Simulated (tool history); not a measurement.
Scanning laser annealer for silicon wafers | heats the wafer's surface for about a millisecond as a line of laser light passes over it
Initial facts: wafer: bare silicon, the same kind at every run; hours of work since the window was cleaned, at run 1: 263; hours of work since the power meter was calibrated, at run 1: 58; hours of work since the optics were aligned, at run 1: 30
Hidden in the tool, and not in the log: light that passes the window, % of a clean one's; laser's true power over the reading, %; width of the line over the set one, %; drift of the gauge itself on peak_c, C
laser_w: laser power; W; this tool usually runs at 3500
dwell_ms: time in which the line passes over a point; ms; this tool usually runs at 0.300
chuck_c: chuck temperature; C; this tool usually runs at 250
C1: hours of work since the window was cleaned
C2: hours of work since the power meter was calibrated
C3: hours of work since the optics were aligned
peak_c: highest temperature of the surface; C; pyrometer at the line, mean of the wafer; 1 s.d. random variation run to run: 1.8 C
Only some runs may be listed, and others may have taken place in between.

Run 1, day 0.000: usual settings; C1 263; C2 58; C3 30. Result: peak_c 949 C.
Run 2, day 0.188: usual settings but dwell_ms 0.255 ms; C1 265; C2 61; C3 33. Result: peak_c 906 C.
Run 3, day 0.400: usual settings but dwell_ms 0.255 ms; C1 268; C2 64; C3 36. Result: peak_c 901 C.
Run 4, day 0.600: usual settings; C1 271; C2 67; C3 39. Result: peak_c 947 C.
Run 5, day 0.846: usual settings but laser_w 3691 W; C1 275; C2 70; C3 42. Result: peak_c 991 C.
Run 6, day 1.004: usual settings but laser_w 3691 W; C1 277; C2 72; C3 45. Result: peak_c 995 C.
At day 1.112: window over the wafer cleaned.
Run 7, day 1.292: usual settings but laser_w 3691 W; C1 3; C2 75; C3 47. Result: peak_c 983 C.
Run 8, day 1.583: usual settings but laser_w 3691 W; C1 7; C2 79; C3 51. Result: peak_c 981 C.
Run 9, day 1.888: usual settings but laser_w 3364 W, dwell_ms 0.222 ms, chuck_c 283 C; C1 11; C2 83; C3 56. Result: peak_c 858 C.
At day 2.246: window over the wafer cleaned, once more.
Run 10, day 2.262: usual settings but laser_w 3275 W; C1 0; C2 87; C3 60. Result: peak_c 924 C.
Run 11, day 2.417: usual settings but laser_w 3275 W, dwell_ms 0.257 ms; C1 2; C2 90; C3 62. Result: peak_c 882 C.
Run 12, day 2.617: usual settings but laser_w 3181 W, chuck_c 273 C; C1 5; C2 92; C3 65. Result: peak_c 923 C.
Run 13, day 2.992: usual settings but laser_w 3435 W, dwell_ms 0.321 ms, chuck_c 282 C; C1 10; C2 98; C3 70. Result: peak_c 1016 C.
Run 14, day 3.246: usual settings but laser_w 3099 W, dwell_ms 0.268 ms, chuck_c 259 C; C1 14; C2 101; C3 73. Result: peak_c 859 C.
Run 15, day 3.417: usual settings but laser_w 3017 W, dwell_ms 0.336 ms; C1 16; C2 103; C3 76. Result: peak_c 892 C.

Each run again, without the hidden state but with its own random variation kept:
run  peak_c
  1     978
  2     933
  3     929
  4     977
  5    1023
  6    1027
  7    1028
  8    1026
  9     894
 10     926
 11     884
 12     926
 13    1020
 14     862
 15     896
